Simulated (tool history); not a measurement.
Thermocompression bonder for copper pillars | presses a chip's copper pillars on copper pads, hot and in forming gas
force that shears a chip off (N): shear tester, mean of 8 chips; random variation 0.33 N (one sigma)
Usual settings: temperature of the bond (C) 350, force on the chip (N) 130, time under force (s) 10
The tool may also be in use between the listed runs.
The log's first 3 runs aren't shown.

run	hour	temperature of the bond (C)	force on the chip (N)	time under force (s)	force that shears a chip off (N)
4	68.5	350	190	10	48.1
5	83.8	350	130	10	36.3
6	101.1	350	130	10	37.2
7	129.3	350	130	10	36.6
8	157.0	350	130	10	36.5
9	180.2	350	130	10	35.8
10	202.0	350	130	10	35.9
11	221.0	350	134	10	37.7
12	247.1	350	130	10	36.6
13	277.9	347	130	10	35.3
14	303.9	350	130	10	36.4
15	318.9	350	82	10	25.5
16	333.7	350	82	10	25.8
17	359.8	370	130	10	43.0
18	381.3	370	130	10	43.2
19	416.4	370	130	10	43.6
20	450.4	370	130	10	42.9
# hour 453.8: force cell calibrated
21	479.1	370	130	17	50.1
22	497.4	350	139	30	52.2

The next listed run, before its measurement:
23	521.1	350	102	26	?

{"run 23": {"force that shears a chip off (N)": 42.3}}
Without the tool's hidden state the same run would have given force that shears a chip off (N) 43.9.

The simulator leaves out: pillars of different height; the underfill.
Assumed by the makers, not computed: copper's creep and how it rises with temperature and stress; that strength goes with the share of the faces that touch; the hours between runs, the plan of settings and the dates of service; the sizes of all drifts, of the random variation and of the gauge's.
